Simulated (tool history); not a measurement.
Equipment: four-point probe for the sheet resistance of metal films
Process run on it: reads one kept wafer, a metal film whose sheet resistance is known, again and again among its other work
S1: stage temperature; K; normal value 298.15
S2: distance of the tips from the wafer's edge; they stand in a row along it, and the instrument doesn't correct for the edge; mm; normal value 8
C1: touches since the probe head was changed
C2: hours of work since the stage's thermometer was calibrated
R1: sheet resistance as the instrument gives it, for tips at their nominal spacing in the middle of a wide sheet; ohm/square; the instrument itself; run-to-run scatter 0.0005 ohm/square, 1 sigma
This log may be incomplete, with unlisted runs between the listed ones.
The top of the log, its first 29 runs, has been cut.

run	hour	S1	S2	C1	C2	R1
30	634.1	297.15	27	47516	166	2.524853
31	661.2	307.15	22	48557	186	2.504388
32	683.4	295.15	13	49412	203	2.530557
33	700.1	291.15	4	50056	215	2.571106
34	716.4	297.15	15	50682	227	2.525727
35	743	304.15	8	51703	247	2.518508
36	757.1	303.15	38	52245	257	2.512196
37	780.3	293.15	5	53137	274	2.553831
38	800.9	295.15	12	53930	289	2.531252
39	814.1	295.15	12	54439	299	2.531221
40	832.4	297.15	55	55141	313	2.524025
41	848.1	291.15	16	55745	324	2.53939
42	876	291.15	16	56820	345	2.539567
43	905.3	291.15	16	57945	366	2.538954
44	923.4	297.15	8	58640	380	2.532439

Alternative continuations, all from the tool just after run 44; predict every row:
A	952.1	305.15	3	59744	401	?
B	952.1	302.15	31	59744	401	?
C	952.1	305.15	8	59744	401	?

run	R1
A	2.566253
B	2.515044
C	2.516381
Without the tool's unlogged condition, the same runs would have read:
run	R1
A	2.557044
B	2.506008
C	2.507335

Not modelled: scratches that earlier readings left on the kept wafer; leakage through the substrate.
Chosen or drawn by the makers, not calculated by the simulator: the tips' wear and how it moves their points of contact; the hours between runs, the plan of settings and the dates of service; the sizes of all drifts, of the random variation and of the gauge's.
